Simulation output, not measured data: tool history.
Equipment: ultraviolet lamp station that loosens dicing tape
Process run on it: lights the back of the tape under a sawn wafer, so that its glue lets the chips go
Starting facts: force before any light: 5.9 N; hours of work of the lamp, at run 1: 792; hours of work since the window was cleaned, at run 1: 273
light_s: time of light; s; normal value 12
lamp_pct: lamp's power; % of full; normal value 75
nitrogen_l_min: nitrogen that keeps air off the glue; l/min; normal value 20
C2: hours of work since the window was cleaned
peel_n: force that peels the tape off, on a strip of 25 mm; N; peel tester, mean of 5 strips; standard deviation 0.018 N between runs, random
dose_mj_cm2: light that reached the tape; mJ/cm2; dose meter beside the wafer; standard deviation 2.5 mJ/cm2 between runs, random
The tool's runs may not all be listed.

{"run": 1, "hour": 0.0, "light_s": 12, "lamp_pct": 75, "nitrogen_l_min": 20, "hours of work of the lamp": 792, "C2": 273, "peel_n": 0.874, "dose_mj_cm2": 311}
{"run": 2, "hour": 48.7, "light_s": 12, "lamp_pct": 75, "nitrogen_l_min": 20, "hours of work of the lamp": 816, "C2": 297, "peel_n": 0.871, "dose_mj_cm2": 309}
{"run": 3, "hour": 87.5, "light_s": 12, "lamp_pct": 75, "nitrogen_l_min": 20, "hours of work of the lamp": 834, "C2": 315, "peel_n": 0.878, "dose_mj_cm2": 315}
{"run": 4, "hour": 127.8, "light_s": 12, "lamp_pct": 75, "nitrogen_l_min": 20, "hours of work of the lamp": 854, "C2": 335, "peel_n": 0.86, "dose_mj_cm2": 311}
{"hour": 152.6, "done": "window cleaned of glue's vapour"}
{"run": 5, "hour": 168.0, "light_s": 12, "lamp_pct": 75, "nitrogen_l_min": 20, "hours of work of the lamp": 873, "C2": 7, "peel_n": 0.868, "dose_mj_cm2": 315}
{"run": 6, "hour": 215.0, "light_s": 7, "lamp_pct": 75, "nitrogen_l_min": 20, "hours of work of the lamp": 895, "C2": 30, "peel_n": 1.8, "dose_mj_cm2": 183}
{"run": 7, "hour": 249.6, "light_s": 7, "lamp_pct": 75, "nitrogen_l_min": 20, "hours of work of the lamp": 912, "C2": 47, "peel_n": 1.815, "dose_mj_cm2": 184}
{"run": 8, "hour": 298.2, "light_s": 7, "lamp_pct": 75, "nitrogen_l_min": 20, "hours of work of the lamp": 935, "C2": 70, "peel_n": 1.736, "dose_mj_cm2": 180}
{"run": 9, "hour": 341.8, "light_s": 12, "lamp_pct": 75, "nitrogen_l_min": 20, "hours of work of the lamp": 956, "C2": 91, "peel_n": 0.873, "dose_mj_cm2": 310}
{"run": 10, "hour": 391.1, "light_s": 12, "lamp_pct": 75, "nitrogen_l_min": 20, "hours of work of the lamp": 980, "C2": 115, "peel_n": 0.84, "dose_mj_cm2": 312}
{"run": 11, "hour": 416.0, "light_s": 12, "lamp_pct": 75, "nitrogen_l_min": 20, "hours of work of the lamp": 992, "C2": 127, "peel_n": 0.887, "dose_mj_cm2": 311}
{"run": 12, "hour": 444.7, "light_s": 12, "lamp_pct": 75, "nitrogen_l_min": 20, "hours of work of the lamp": 1006, "C2": 140, "peel_n": 0.872, "dose_mj_cm2": 311}
{"run": 13, "hour": 483.8, "light_s": 12, "lamp_pct": 75, "nitrogen_l_min": 20, "hours of work of the lamp": 1024, "C2": 159, "peel_n": 0.876, "dose_mj_cm2": 313}
{"run": 14, "hour": 530.0, "light_s": 12, "lamp_pct": 75, "nitrogen_l_min": 10, "hours of work of the lamp": 1047, "C2": 181, "peel_n": 1.293, "dose_mj_cm2": 313}
{"run": 15, "hour": 581.7, "light_s": 12, "lamp_pct": 75, "nitrogen_l_min": 19, "hours of work of the lamp": 1071, "C2": 206, "peel_n": 0.917, "dose_mj_cm2": 307}
{"run": 16, "hour": 621.5, "light_s": 12, "lamp_pct": 75, "nitrogen_l_min": 19, "hours of work of the lamp": 1090, "C2": 225, "peel_n": 0.899, "dose_mj_cm2": 315}
{"run": 17, "hour": 651.1, "light_s": 12, "lamp_pct": 80, "nitrogen_l_min": 20, "hours of work of the lamp": 1105, "C2": 239, "peel_n": 0.786, "dose_mj_cm2": 331}
{"run": 18, "hour": 694.4, "light_s": 12, "lamp_pct": 80, "nitrogen_l_min": 20, "hours of work of the lamp": 1126, "C2": 260, "peel_n": 0.801, "dose_mj_cm2": 335}
{"run": 19, "hour": 723.8, "light_s": 12, "lamp_pct": 75, "nitrogen_l_min": 27, "hours of work of the lamp": 1140, "C2": 274, "peel_n": 0.746, "dose_mj_cm2": 313}
{"run": 20, "hour": 758.9, "light_s": 12, "lamp_pct": 75, "nitrogen_l_min": 27, "hours of work of the lamp": 1157, "C2": 291, "peel_n": 0.764, "dose_mj_cm2": 313}
{"run": 21, "hour": 789.6, "light_s": 12, "lamp_pct": 75, "nitrogen_l_min": 27, "hours of work of the lamp": 1171, "C2": 306, "peel_n": 0.755, "dose_mj_cm2": 314}
{"run": 22, "hour": 843.3, "light_s": 7, "lamp_pct": 94, "nitrogen_l_min": 20, "hours of work of the lamp": 1197, "C2": 332, "peel_n": 1.447, "dose_mj_cm2": 230}
{"hour": 872.9, "done": "window cleaned of glue's vapour"}
{"run": 23, "hour": 887.1, "light_s": 12, "lamp_pct": 76, "nitrogen_l_min": 36, "hours of work of the lamp": 1218, "C2": 7, "peel_n": 0.635, "dose_mj_cm2": 317}
{"run": 24, "hour": 940.8, "light_s": 20, "lamp_pct": 69, "nitrogen_l_min": 14, "hours of work of the lamp": 1244, "C2": 33, "peel_n": 0.537, "dose_mj_cm2": 477}
{"run": 25, "hour": 976.0, "light_s": 20, "lamp_pct": 69, "nitrogen_l_min": 14, "hours of work of the lamp": 1261, "C2": 50, "peel_n": 0.536, "dose_mj_cm2": 476}
{"run": 26, "hour": 1024.0, "light_s": 19, "lamp_pct": 79, "nitrogen_l_min": 20, "hours of work of the lamp": 1284, "C2": 73, "peel_n": 0.357, "dose_mj_cm2": 517}
{"run": 27, "hour": 1062.5, "light_s": 7, "lamp_pct": 79, "nitrogen_l_min": 20, "hours of work of the lamp": 1302, "C2": 91, "peel_n": 1.727, "dose_mj_cm2": 192}
{"run": 28, "hour": 1097.0, "light_s": 7, "lamp_pct": 79, "nitrogen_l_min": 20, "hours of work of the lamp": 1319, "C2": 108, "peel_n": 1.718, "dose_mj_cm2": 191}
{"run": 29, "hour": 1124.9, "light_s": 8, "lamp_pct": 77, "nitrogen_l_min": 20, "hours of work of the lamp": 1332, "C2": 121, "peel_n": 1.472, "dose_mj_cm2": 212}
{"run": 30, "hour": 1174.1, "light_s": 17, "lamp_pct": 77, "nitrogen_l_min": 13, "hours of work of the lamp": 1356, "C2": 145, "peel_n": 0.602, "dose_mj_cm2": 458}
{"run": 31, "hour": 1210.1, "light_s": 17, "lamp_pct": 77, "nitrogen_l_min": 13, "hours of work of the lamp": 1373, "C2": 162, "peel_n": 0.599, "dose_mj_cm2": 454}
{"run": 32, "hour": 1239.0, "light_s": 19, "lamp_pct": 75, "nitrogen_l_min": 20, "hours of work of the lamp": 1387, "C2": 176, "peel_n": 0.407, "dose_mj_cm2": 494}
{"run": 33, "hour": 1278.1, "light_s": 19, "lamp_pct": 75, "nitrogen_l_min": 20, "hours of work of the lamp": 1406, "C2": 195, "peel_n": 0.403, "dose_mj_cm2": 491}
{"run": 34, "hour": 1301.2, "light_s": 19, "lamp_pct": 75, "nitrogen_l_min": 20, "hours of work of the lamp": 1417, "C2": 206, "peel_n": 0.404, "dose_mj_cm2": 491}
{"run": 35, "hour": 1324.7, "light_s": 8, "lamp_pct": 75, "nitrogen_l_min": 20, "hours of work of the lamp": 1428, "C2": 217, "peel_n": 1.601, "dose_mj_cm2": 207}
{"run": 36, "hour": 1367.3, "light_s": 8, "lamp_pct": 75, "nitrogen_l_min": 20, "hours of work of the lamp": 1448, "C2": 237, "peel_n": 1.59, "dose_mj_cm2": 213}
{"run": 37, "hour": 1397.9, "light_s": 10, "lamp_pct": 88, "nitrogen_l_min": 11, "hours of work of the lamp": 1463, "C2": 252, "peel_n": 1.295, "dose_mj_cm2": 302}
{"run": 38, "hour": 1448.9, "light_s": 21, "lamp_pct": 78, "nitrogen_l_min": 20, "hours of work of the lamp": 1488, "C2": 277, "peel_n": 0.327, "dose_mj_cm2": 568}
{"run": 39, "hour": 1475.8, "light_s": 21, "lamp_pct": 78, "nitrogen_l_min": 25, "hours of work of the lamp": 1501, "C2": 290, "peel_n": 0.285, "dose_mj_cm2": 569}
{"run": 40, "hour": 1527.5, "light_s": 7, "lamp_pct": 97, "nitrogen_l_min": 20, "hours of work of the lamp": 1525, "C2": 314, "peel_n": 1.382, "dose_mj_cm2": 233}
{"run": 41, "hour": 1569.9, "light_s": 7, "lamp_pct": 97, "nitrogen_l_min": 20, "hours of work of the lamp": 1546, "C2": 335, "peel_n": 1.366, "dose_mj_cm2": 235}
{"hour": 1594.1, "done": "window cleaned of glue's vapour"}
{"run": 42, "hour": 1598.8, "light_s": 7, "lamp_pct": 100, "nitrogen_l_min": 14, "hours of work of the lamp": 1559, "C2": 2, "peel_n": 1.467, "dose_mj_cm2": 239}

3 ways to go on from here, each from the tool as it stands after run 42. What would each give?
{"run": "A", "hour": 1640.8, "light_s": 21, "lamp_pct": 70, "nitrogen_l_min": 22, "hours of work of the lamp": 1580, "C2": 22, "peel_n": "?", "dose_mj_cm2": "?"}
{"run": "B", "hour": 1640.8, "light_s": 23, "lamp_pct": 75, "nitrogen_l_min": 19, "hours of work of the lamp": 1580, "C2": 22, "peel_n": "?", "dose_mj_cm2": "?"}
{"run": "C", "hour": 1640.8, "light_s": 7, "lamp_pct": 100, "nitrogen_l_min": 14, "hours of work of the lamp": 1580, "C2": 22, "peel_n": "?", "dose_mj_cm2": "?"}

run=A peel_n=0.372 dose_mj_cm2=505
run=B peel_n=0.333 dose_mj_cm2=603
run=C peel_n=1.529 dose_mj_cm2=241
Take away the tool's hidden state, keep each run's random variation, and the runs would have read:
run=A peel_n=0.370 dose_mj_cm2=506
run=B peel_n=0.332 dose_mj_cm2=604
run=C peel_n=1.524 dose_mj_cm2=242
